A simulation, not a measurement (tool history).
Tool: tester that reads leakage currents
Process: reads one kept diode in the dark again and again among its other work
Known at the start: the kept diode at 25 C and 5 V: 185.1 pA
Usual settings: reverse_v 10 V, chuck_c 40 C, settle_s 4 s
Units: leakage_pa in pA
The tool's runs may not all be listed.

run,hour,reverse_v,chuck_c,settle_s,leakage_pa
1,0,10,40,4,749.28
# hour 140.4: chuck's temperature calibrated
2,202.6,10,40,4,746.5
3,401.3,10,40,4,749.66
# hour 541.4: tester calibrated
4,638.9,10,27,4,306.74
5,751.4,10,27,4,307.52
6,895.1,10,40,4,749.19
7,1076,10,40,4,751.57
8,1314,10,40,4,747.27
9,1476,10,56,4,2037.86
10,1581,6.3,40,4,589.03
11,1736.7,10,30,4,379.22
12,1973.6,10,30,4,378.48
# hour 2030.1: chuck's temperature calibrated
13,2162.5,10,30,4,379.15
# hour 2218.6: probe card cleaned and baked
14,2280.6,10,30,0.71,382.39
15,2424.2,11.7,30,0.59,415.85
16,2580.2,11.7,30,0.59,417.16
17,2768.2,10,48,1.53,1249
18,2978,2.6,40,8.73,373.09
19,3200.5,2.6,40,8.73,372.8
20,3353.3,10,40,9.45,744.59
21,3488.6,10,40,9.45,748.71
22,3597.1,1.2,25,4,88.46

Forecast run 23:
23,3828.2,1.2,25,4,?

Run 23 gave leakage_pa 88.1 pA.
Without the tool's hidden state the same run would have given leakage_pa 88.19 pA.
